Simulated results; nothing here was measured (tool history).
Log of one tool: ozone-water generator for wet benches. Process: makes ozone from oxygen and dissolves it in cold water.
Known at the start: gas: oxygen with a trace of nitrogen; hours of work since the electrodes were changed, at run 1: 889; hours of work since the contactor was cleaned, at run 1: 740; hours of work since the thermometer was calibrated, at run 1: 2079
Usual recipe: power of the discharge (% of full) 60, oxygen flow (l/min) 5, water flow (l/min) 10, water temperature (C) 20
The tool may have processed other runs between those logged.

run,day,power of the discharge (% of full),oxygen flow (l/min),water flow (l/min),water temperature (C),hours of work since the electrodes were changed,hours of work since the contactor was cleaned,hours of work since the thermometer was calibrated,dissolved ozone (ppm),ozone in the gas ahead of the water (g/m3)
1,0,60,5,10,20,889,740,2079,15.9,124.4
2,3.329,60,5,10,20,956,806,2146,15.6,124.9
3,6.038,60,5,10,20,1010,860,2200,15.8,123.6
4,8.383,60,5,10,20,1056,907,2247,15.7,124.5
5,13.258,60,5,10,20,1153,1004,2344,15.6,123.9
6,16.429,60,5,10,20,1217,1067,2407,15.3,123.1
7,19.862,60,5,10,20,1285,1135,2475,15.6,124.1
8,24.117,60,5,10,20,1370,1220,2560,15.3,122.3
9,27.879,60,5,10,20,1445,1295,2635,15.4,123.5
10,30.442,60,5,10,20,1496,1346,2686,15,121.8
11,33.4,60,5,10,13,1555,1405,2745,17.5,121.6
12,37.354,60,5,10,13,1634,1484,2824,17.4,122.8
# day 40.529: water thermometer calibrated
13,41.175,60,7.26,9,20,1709,1560,13,15.8,105.5
14,43.571,60,7.26,9,20,1757,1607,61,15.9,105.4

Run 15, settings as shown, results not yet in. Your forecast:
15,47.621,60,7.26,9,20,1838,1688,141,?,?

Run 15 came out at dissolved ozone (ppm) 15.9, ozone in the gas ahead of the water (g/m3) 106.5.
With the hidden condition absent and the run-to-run variation left alone, this run would have shown dissolved ozone (ppm) 17.6, ozone in the gas ahead of the water (g/m3) 113.

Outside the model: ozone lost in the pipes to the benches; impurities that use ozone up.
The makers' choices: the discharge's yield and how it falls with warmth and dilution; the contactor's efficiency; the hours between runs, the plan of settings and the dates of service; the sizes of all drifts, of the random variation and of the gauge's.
